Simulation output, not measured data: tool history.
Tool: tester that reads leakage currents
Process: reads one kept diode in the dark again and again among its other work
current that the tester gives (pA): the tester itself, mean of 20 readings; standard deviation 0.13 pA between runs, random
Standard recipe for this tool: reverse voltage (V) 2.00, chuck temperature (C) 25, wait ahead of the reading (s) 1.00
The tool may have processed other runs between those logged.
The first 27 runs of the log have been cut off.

run,day,reverse voltage (V),chuck temperature (C),wait ahead of the reading (s),current that the tester gives (pA)
28,38.829,2.00,25,8.17,43.68
29,40.808,3.98,34,6.95,139.01
30,41.662,10.53,49,5.44,802.42
31,43.625,10.53,56,5.44,1388.34
32,45.129,10.53,56,5.44,1388.86
33,46.050,10.53,56,5.44,1386.35
34,46.896,10.53,49,0.50,801.35
35,48.133,4.71,52,7.52,672.24
36,49.642,6.67,23,1.52,72.12
37,51.383,6.67,23,1.52,72.23
38,52.562,6.67,35,0.46,201.86
39,54.054,6.67,35,0.46,201.33

Each row is a separate what-if for the run after 39, all from the same tool condition, not one after another. Results?
A,55.612,3.26,25,7.97,?
B,55.612,2.00,25,0.51,?
C,55.612,2.00,38,0.37,?
D,55.612,1.94,50,1.42,?

run,current that the tester gives (pA)
A,57.80
B,44.67
C,139.17
D,367.47
With the hidden condition removed and each run's random variation left untouched, the same runs would have given:
run,current that the tester gives (pA)
A,52.15
B,40.96
C,133.33
D,357.17

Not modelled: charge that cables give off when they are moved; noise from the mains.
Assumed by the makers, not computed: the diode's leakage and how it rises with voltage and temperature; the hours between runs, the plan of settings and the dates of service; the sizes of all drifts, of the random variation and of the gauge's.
